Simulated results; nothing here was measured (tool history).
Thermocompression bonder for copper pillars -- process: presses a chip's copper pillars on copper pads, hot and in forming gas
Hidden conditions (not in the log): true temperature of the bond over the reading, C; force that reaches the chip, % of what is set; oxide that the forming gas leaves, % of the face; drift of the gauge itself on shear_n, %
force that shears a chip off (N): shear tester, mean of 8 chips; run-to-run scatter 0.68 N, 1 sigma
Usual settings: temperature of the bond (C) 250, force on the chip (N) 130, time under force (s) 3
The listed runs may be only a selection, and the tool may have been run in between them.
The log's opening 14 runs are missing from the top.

run    hour  temperature of the bond (C)  force on the chip (N)  time under force (s)  hours of work since the heater was calibrated  hours of work since the force cell was calibrated  hours of work since the gas filter was changed  force that shears a chip off (N)
 15   919.9                          250                     79                     3                                            414                                                181                                             273                              40.4
 16   958.0                          250                    130                     3                                            432                                                199                                             291                              52.0
 17  1023.7                          250                    130                     3                                            464                                                231                                             323                              52.9
     1056.8  -- forming gas filter changed
 18  1078.3                          232                    130                     3                                            490                                                257                                              10                              46.3
 19  1132.6                          250                    130                     3                                            516                                                283                                              37                              59.0
 20  1181.9                          250                    130                     3                                            540                                                307                                              60                              58.8
 21  1252.1                          230                    152                     2                                            574                                                341                                              94                              41.4
 22  1304.5                          230                    152                     7                                            599                                                366                                             119                              69.0
     1312.5  -- heater calibrated with a thermocouple chip
 23  1349.6                          230                    152                     7                                             18                                                387                                             140                              57.4
 24  1427.9                          253                    180                     2                                             56                                                424                                             178                              53.4
 25  1470.3                          249                    151                     2                                             76                                                445                                             199                              44.5
 26  1536.6                          244                    130                     2                                            108                                                477                                             230                              38.2
 27  1618.1                          271                     79                     2                                            147                                                516                                             270                              39.9
 28  1678.1                          265                    105                     4                                            176                                                545                                             299                              57.4
     1760.6  -- forming gas filter changed
 29  1760.6                          223                    102                     3                                            216                                                585                                               0                              31.3
 30  1795.6                          243                    109                     7                                            233                                                602                                              17                              61.3
 31  1851.1                          243                    109                     7                                            260                                                628                                              44                              61.7
 32  1920.5                          272                    130                     2                                            293                                                662                                              77                              62.0
 33  1959.8                          272                    161                     2                                            312                                                681                                              96                              67.5
 34  2036.8                          272                    161                     2                                            349                                                718                                             133                              68.4
 35  2107.9                          250                     78                     6                                            383                                                752                                             168                              51.4
 36  2180.3                          238                    187                     2                                            418                                                787                                             202                              49.3
 37  2253.8                          230                    130                     3                                            454                                                823                                             238                              40.6
 38  2305.0                          230                    130                     3                                            479                                                847                                             263                              39.7
 39  2375.7                          277                    153                     6                                            513                                                881                                             297                              92.9

Here are 3 independent what-if runs from the current tool condition. What would each one return?
  A  2445.7                          277                     83                     6                                            546                                                915                                             330                                 ?
  B  2445.7                          237                    130                     3                                            546                                                915                                             330                                 ?
  C  2445.7                          239                    153                     5                                            546                                                915                                             330                                 ?

run  force that shears a chip off (N)
  A                              70.7
  B                              44.7
  C                              60.5
Without the tool's unlogged condition, the same runs would have read:
run  force that shears a chip off (N)
  A                              71.5
  B                              43.1
  C                              59.4
